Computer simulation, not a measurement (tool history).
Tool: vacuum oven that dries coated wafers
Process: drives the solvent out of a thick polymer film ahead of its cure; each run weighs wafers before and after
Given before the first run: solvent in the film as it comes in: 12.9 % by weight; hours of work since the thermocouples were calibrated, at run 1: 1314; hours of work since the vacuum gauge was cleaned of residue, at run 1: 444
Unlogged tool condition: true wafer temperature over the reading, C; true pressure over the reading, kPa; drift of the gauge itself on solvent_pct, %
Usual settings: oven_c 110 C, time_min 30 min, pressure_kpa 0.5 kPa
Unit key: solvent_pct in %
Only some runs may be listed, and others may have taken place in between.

run	hour	oven_c	time_min	pressure_kpa	hours of work since the thermocouples were calibrated	hours of work since the vacuum gauge was cleaned of residue	solvent_pct
1	0	110	30	0.5	1314	444	1.45
2	14	110	30	0.5	1324	454	1.43
3	31.7	110	30	0.5	1336	466	1.42
4	49.7	110	30	0.5	1349	479	1.44
5	64.8	110	30	0.292	1359	489	1.4
6	80.8	110	30	0.292	1370	500	1.37
7	93	110	30	1.61	1379	509	1.82
8	111.5	110	30	1.61	1392	522	1.81
9	121.7	110	37	1.61	1399	529	1.3
10	135.8	110	30	0.5	1409	539	1.5
11	153.3	110	30	0.5	1421	551	1.44
12	162.9	110	30	0.5	1428	558	1.45
13	180.5	110	30	0.5	1440	570	1.46
14	198.8	115	30	0.5	1453	583	0.86
15	217.4	120	30	0.5	1466	596	0.46
16	231.6	120	30	0.5	1476	606	0.46
17	240.4	110	30	0.5	1482	612	1.45
18	256.6	110	35	0.5	1493	623	1.09
19	267.6	122	35	0.5	1501	631	0.21
20	281.7	122	35	0.5	1511	641	0.27
21	289.9	110	35	0.676	1517	646	1.16
22	305.1	110	35	0.676	1527	657	1.13
23	317	110	35	0.676	1536	665	1.13
24	325.9	110	30	0.645	1542	672	1.51
25	344	110	30	0.645	1554	684	1.49
26	353.7	110	30	0.645	1561	691	1.49
27	361.9	100	30	0.682	1567	697	3.22
28	373.3	98	21	0.981	1575	705	5.05
29	381.9	109	30	0.62	1581	711	1.62
30	396.9	109	30	0.62	1591	721	1.66

Run 31 is up next; what results do you expect?
31	413.8	114	30	0.5	1603	733	?

Logged for run 31: solvent_pct 0.96 %.
Had the tool carried no hidden state, the very same run would have given solvent_pct 0.97 %.

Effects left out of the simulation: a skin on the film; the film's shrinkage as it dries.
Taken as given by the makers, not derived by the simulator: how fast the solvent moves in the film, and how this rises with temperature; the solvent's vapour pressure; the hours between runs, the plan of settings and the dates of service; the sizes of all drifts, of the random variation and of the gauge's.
